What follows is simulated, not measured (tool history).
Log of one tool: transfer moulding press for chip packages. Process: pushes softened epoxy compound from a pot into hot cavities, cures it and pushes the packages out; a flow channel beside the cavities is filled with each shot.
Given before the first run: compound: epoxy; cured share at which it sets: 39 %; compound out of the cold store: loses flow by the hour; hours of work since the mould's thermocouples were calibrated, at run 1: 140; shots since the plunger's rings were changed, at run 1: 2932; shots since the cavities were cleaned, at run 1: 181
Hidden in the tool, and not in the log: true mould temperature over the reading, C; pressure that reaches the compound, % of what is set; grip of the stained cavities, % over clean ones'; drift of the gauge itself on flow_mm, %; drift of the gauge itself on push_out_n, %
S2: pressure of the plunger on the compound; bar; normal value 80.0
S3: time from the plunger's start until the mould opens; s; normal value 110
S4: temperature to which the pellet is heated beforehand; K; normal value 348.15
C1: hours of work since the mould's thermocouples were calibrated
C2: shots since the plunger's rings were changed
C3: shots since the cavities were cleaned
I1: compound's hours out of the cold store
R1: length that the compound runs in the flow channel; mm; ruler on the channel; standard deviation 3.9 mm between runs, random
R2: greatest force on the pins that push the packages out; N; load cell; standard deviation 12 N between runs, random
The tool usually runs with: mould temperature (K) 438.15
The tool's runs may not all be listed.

{"run": 1, "hour": 0.0, "mould temperature (K)": 438.15, "S2": 80.0, "S3": 110, "S4": 348.15, "C1": 140, "C2": 2932, "C3": 181, "I1": 27.6, "R1": 859, "R2": 627}
{"run": 2, "hour": 10.6, "mould temperature (K)": 438.15, "S2": 80.0, "S3": 110, "S4": 348.15, "C1": 145, "C2": 3003, "C3": 252, "I1": 9.3, "R1": 891, "R2": 697}
{"run": 3, "hour": 19.8, "mould temperature (K)": 438.15, "S2": 80.0, "S3": 110, "S4": 348.15, "C1": 149, "C2": 3066, "C3": 315, "I1": 33.4, "R1": 844, "R2": 697}
{"run": 4, "hour": 26.8, "mould temperature (K)": 438.15, "S2": 80.0, "S3": 110, "S4": 348.15, "C1": 152, "C2": 3113, "C3": 362, "I1": 8.0, "R1": 895, "R2": 751}
{"run": 5, "hour": 32.2, "mould temperature (K)": 438.15, "S2": 80.0, "S3": 110, "S4": 348.15, "C1": 154, "C2": 3150, "C3": 399, "I1": 12.7, "R1": 883, "R2": 773}
{"run": 6, "hour": 41.0, "mould temperature (K)": 438.15, "S2": 80.0, "S3": 110, "S4": 348.15, "C1": 158, "C2": 3209, "C3": 458, "I1": 39.6, "R1": 828, "R2": 756}
{"run": 7, "hour": 49.8, "mould temperature (K)": 438.15, "S2": 80.0, "S3": 110, "S4": 348.15, "C1": 161, "C2": 3269, "C3": 518, "I1": 41.6, "R1": 822, "R2": 782}
{"run": 8, "hour": 58.1, "mould temperature (K)": 438.15, "S2": 80.0, "S3": 105, "S4": 348.15, "C1": 165, "C2": 3325, "C3": 574, "I1": 35.6, "R1": 833, "R2": 868}
{"run": 9, "hour": 65.0, "mould temperature (K)": 438.15, "S2": 80.0, "S3": 105, "S4": 348.15, "C1": 168, "C2": 3372, "C3": 621, "I1": 41.1, "R1": 825, "R2": 887}
{"run": 10, "hour": 70.2, "mould temperature (K)": 438.15, "S2": 80.0, "S3": 105, "S4": 348.15, "C1": 170, "C2": 3407, "C3": 656, "I1": 8.2, "R1": 891, "R2": 971}
{"run": 11, "hour": 75.9, "mould temperature (K)": 438.15, "S2": 80.0, "S3": 110, "S4": 348.15, "C1": 173, "C2": 3445, "C3": 694, "I1": 44.9, "R1": 813, "R2": 806}
{"run": 12, "hour": 85.9, "mould temperature (K)": 438.15, "S2": 80.0, "S3": 110, "S4": 348.15, "C1": 177, "C2": 3514, "C3": 763, "I1": 40.8, "R1": 821, "R2": 841}
{"run": 13, "hour": 93.9, "mould temperature (K)": 438.15, "S2": 80.0, "S3": 110, "S4": 348.15, "C1": 180, "C2": 3567, "C3": 816, "I1": 8.6, "R1": 891, "R2": 902}
{"run": 14, "hour": 106.5, "mould temperature (K)": 438.15, "S2": 80.0, "S3": 110, "S4": 348.15, "C1": 185, "C2": 3653, "C3": 902, "I1": 10.2, "R1": 878, "R2": 897}
{"run": 15, "hour": 113.3, "mould temperature (K)": 438.15, "S2": 80.0, "S3": 110, "S4": 348.15, "C1": 188, "C2": 3699, "C3": 948, "I1": 37.3, "R1": 830, "R2": 896}
{"run": 16, "hour": 124.2, "mould temperature (K)": 433.15, "S2": 80.0, "S3": 96, "S4": 351.15, "C1": 193, "C2": 3772, "C3": 1021, "I1": 47.6, "R1": 822, "R2": 1691}
{"run": 17, "hour": 130.1, "mould temperature (K)": 435.15, "S2": 94.8, "S3": 96, "S4": 353.15, "C1": 195, "C2": 3812, "C3": 1061, "I1": 27.3, "R1": 927, "R2": 1510}
{"run": 18, "hour": 140.9, "mould temperature (K)": 435.15, "S2": 94.8, "S3": 96, "S4": 353.15, "C1": 200, "C2": 3886, "C3": 1135, "I1": 22.7, "R1": 943, "R2": 1573}
{"hour": 143.0, "done": "cavities cleaned with cleaning compound and waxed"}
{"run": 19, "hour": 152.8, "mould temperature (K)": 437.15, "S2": 61.4, "S3": 110, "S4": 341.15, "C1": 204, "C2": 3956, "C3": 66, "I1": 26.7, "R1": 736, "R2": 659}
{"hour": 164.7, "done": "plunger's sealing rings changed"}
{"run": 20, "hour": 164.7, "mould temperature (K)": 437.15, "S2": 61.4, "S3": 110, "S4": 341.15, "C1": 208, "C2": 0, "C3": 130, "I1": 31.2, "R1": 773, "R2": 658}
{"run": 21, "hour": 170.7, "mould temperature (K)": 443.15, "S2": 80.0, "S3": 94, "S4": 344.15, "C1": 211, "C2": 40, "C3": 170, "I1": 21.0, "R1": 893, "R2": 647}
{"run": 22, "hour": 182.8, "mould temperature (K)": 438.15, "S2": 80.0, "S3": 110, "S4": 341.15, "C1": 216, "C2": 122, "C3": 252, "I1": 26.6, "R1": 898, "R2": 692}
{"run": 23, "hour": 193.0, "mould temperature (K)": 437.15, "S2": 61.2, "S3": 149, "S4": 341.15, "C1": 220, "C2": 191, "C3": 321, "I1": 34.3, "R1": 771, "R2": 542}
{"run": 24, "hour": 201.0, "mould temperature (K)": 443.15, "S2": 97.3, "S3": 110, "S4": 348.15, "C1": 224, "C2": 246, "C3": 376, "I1": 15.3, "R1": 993, "R2": 598}
{"run": 25, "hour": 208.1, "mould temperature (K)": 438.15, "S2": 64.0, "S3": 109, "S4": 348.15, "C1": 227, "C2": 293, "C3": 423, "I1": 28.9, "R1": 798, "R2": 761}
{"run": 26, "hour": 213.3, "mould temperature (K)": 438.15, "S2": 65.2, "S3": 110, "S4": 348.15, "C1": 229, "C2": 329, "C3": 459, "I1": 22.7, "R1": 816, "R2": 779}
{"run": 27, "hour": 220.5, "mould temperature (K)": 439.15, "S2": 65.2, "S3": 99, "S4": 347.15, "C1": 232, "C2": 378, "C3": 508, "I1": 47.6, "R1": 767, "R2": 901}
{"run": 28, "hour": 231.4, "mould temperature (K)": 433.15, "S2": 95.5, "S3": 104, "S4": 352.15, "C1": 237, "C2": 451, "C3": 581, "I1": 37.6, "R1": 970, "R2": 1290}
{"run": 29, "hour": 237.8, "mould temperature (K)": 434.15, "S2": 80.0, "S3": 110, "S4": 348.15, "C1": 239, "C2": 494, "C3": 624, "I1": 42.0, "R1": 872, "R2": 1038}

Consider 3 possible next runs. They are alternatives, not a sequence: every one starts from the tool as it was left by run 29. What does each give?
{"run": "A", "hour": 245.4, "mould temperature (K)": 438.15, "S2": 61.0, "S3": 117, "S4": 340.15, "C1": 243, "C2": 546, "C3": 676, "I1": 29.4, "R1": "?", "R2": "?"}
{"run": "B", "hour": 245.4, "mould temperature (K)": 438.15, "S2": 71.4, "S3": 110, "S4": 348.15, "C1": 243, "C2": 546, "C3": 676, "I1": 18.2, "R1": "?", "R2": "?"}
{"run": "C", "hour": 245.4, "mould temperature (K)": 434.15, "S2": 80.0, "S3": 110, "S4": 349.15, "C1": 243, "C2": 546, "C3": 676, "I1": 45.4, "R1": "?", "R2": "?"}

run=A R1=776 R2=753
run=B R1=855 R2=852
run=C R1=865 R2=1035
With no hidden state in the tool, these same runs would have given:
run=A R1=785 R2=502
run=B R1=865 R2=572
run=C R1=875 R2=700
